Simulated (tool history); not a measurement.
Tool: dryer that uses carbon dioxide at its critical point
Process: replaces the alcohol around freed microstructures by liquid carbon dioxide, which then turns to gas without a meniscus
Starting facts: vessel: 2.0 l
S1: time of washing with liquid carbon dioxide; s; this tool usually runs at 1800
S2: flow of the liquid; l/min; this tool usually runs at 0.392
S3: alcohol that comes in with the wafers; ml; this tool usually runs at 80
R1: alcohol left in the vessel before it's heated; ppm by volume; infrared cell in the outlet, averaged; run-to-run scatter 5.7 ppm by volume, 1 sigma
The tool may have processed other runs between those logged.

Run 1, day 0.000: usual settings. Result: R1 203 ppm by volume.
Run 2, day 0.458: usual settings. Result: R1 207 ppm by volume.
Run 3, day 0.838: usual settings. Result: R1 210 ppm by volume.
Run 4, day 1.167: usual settings but S3 92 ml. Result: R1 251 ppm by volume.
Run 5, day 1.625: usual settings but S3 92 ml. Result: R1 246 ppm by volume.
Run 6, day 1.996: usual settings but S3 92 ml. Result: R1 266 ppm by volume.
Run 7, day 2.250: usual settings but S1 2400 s. Result: R1 55 ppm by volume.
Run 8, day 2.733: usual settings but S3 107 ml. Result: R1 308 ppm by volume.
Run 9, day 3.179: usual settings. Result: R1 252 ppm by volume.
Run 10, day 3.450: usual settings. Result: R1 258 ppm by volume.
Run 11, day 3.742: usual settings. Result: R1 255 ppm by volume.
Run 12, day 4.054: usual settings. Result: R1 265 ppm by volume.
Run 13, day 4.512: usual settings. Result: R1 268 ppm by volume.
Run 14, day 4.938: usual settings but S2 0.558 l/min. Result: R1 63 ppm by volume.
Run 15, day 5.329: usual settings but S3 111 ml. Result: R1 360 ppm by volume.
Run 16, day 5.800: usual settings but S3 111 ml. Result: R1 385 ppm by volume.
Run 17, day 6.112: usual settings. Result: R1 284 ppm by volume.
Run 18, day 6.400: usual settings but S1 1680 s. Result: R1 395 ppm by volume.
Run 19, day 6.804: usual settings but S1 1680 s. Result: R1 422 ppm by volume.
Run 20, day 7.321: usual settings but S2 0.371 l/min. Result: R1 405 ppm by volume.
Run 21, day 7.842: usual settings but S2 0.371 l/min. Result: R1 412 ppm by volume.
Run 22, day 8.133: usual settings. Result: R1 325 ppm by volume.
Run 23, day 8.358: usual settings but S1 1860 s, S2 0.312 l/min. Result: R1 756 ppm by volume.
Run 24, day 8.858: usual settings but S1 1860 s, S2 0.290 l/min. Result: R1 1021 ppm by volume.
Run 25, day 9.400: usual settings but S1 1860 s, S2 0.419 l/min, S3 32 ml. Result: R1 104 ppm by volume.
Run 26, day 9.729: usual settings but S1 1140 s, S2 0.460 l/min, S3 45 ml. Result: R1 453 ppm by volume.
Run 27, day 10.117: usual settings but S1 2580 s, S2 0.357 l/min, S3 33 ml. Result: R1 95 ppm by volume.
Run 28, day 10.442: usual settings but S1 1200 s, S2 0.313 l/min. Result: R1 2474 ppm by volume.
Run 29, day 10.942: usual settings but S1 2400 s, S3 64 ml. Result: R1 104 ppm by volume.
Run 30, day 11.446: usual settings but S1 1200 s, S3 64 ml. Result: R1 1000 ppm by volume.
Run 31, day 11.758: usual settings but S1 1440 s, S2 0.566 l/min, S3 22 ml. Result: R1 100 ppm by volume.
Run 32, day 12.288: usual settings but S1 1860 s. Result: R1 241 ppm by volume.
Run 33, day 12.767: usual settings but S1 1740 s, S2 0.269 l/min, S3 96 ml. Result: R1 1679 ppm by volume.
Run 34, day 13.217: usual settings but S1 1740 s, S2 0.269 l/min, S3 96 ml. Result: R1 1675 ppm by volume.
Run 35, day 13.558: usual settings but S1 1140 s, S2 0.357 l/min. Result: R1 2034 ppm by volume.
Run 36, day 13.838: usual settings but S1 1140 s, S2 0.630 l/min. Result: R1 237 ppm by volume.
Run 37, day 14.133: usual settings but S1 1140 s, S2 0.236 l/min, S3 71 ml. Result: R1 5347 ppm by volume.
Run 38, day 14.471: usual settings but S1 1560 s, S2 0.236 l/min, S3 78 ml. Result: R1 2879 ppm by volume.
Run 39, day 14.929: usual settings but S1 1140 s, S2 0.290 l/min, S3 78 ml. Result: R1 3602 ppm by volume.
Run 40, day 15.375: usual settings but S1 1140 s, S2 0.290 l/min, S3 78 ml. Result: R1 3747 ppm by volume.
Run 41, day 15.896: usual settings but S1 2400 s, S2 0.290 l/min, S3 60 ml. Result: R1 293 ppm by volume.
Run 42, day 16.125: usual settings but S1 2400 s, S2 0.290 l/min, S3 60 ml. Result: R1 305 ppm by volume.
Run 43, day 16.362: usual settings but S1 2400 s, S2 0.290 l/min, S3 60 ml. Result: R1 324 ppm by volume.

Not shown here: 1 entry made in the log between runs. Locate each between two listed runs and compare the hidden state at the listed run before it with the hidden state at the listed run after it:
From run 24 to run 25: inlet filter changed (day 9.175)
  flow that reaches the vessel past the clogged filter, %: 91.6 -> 99.3; alcohol in the recycled carbon dioxide, ppm: 60.8 -> 63.9
  measured less the result without the state, R1: +336 -> +60 ppm by volume

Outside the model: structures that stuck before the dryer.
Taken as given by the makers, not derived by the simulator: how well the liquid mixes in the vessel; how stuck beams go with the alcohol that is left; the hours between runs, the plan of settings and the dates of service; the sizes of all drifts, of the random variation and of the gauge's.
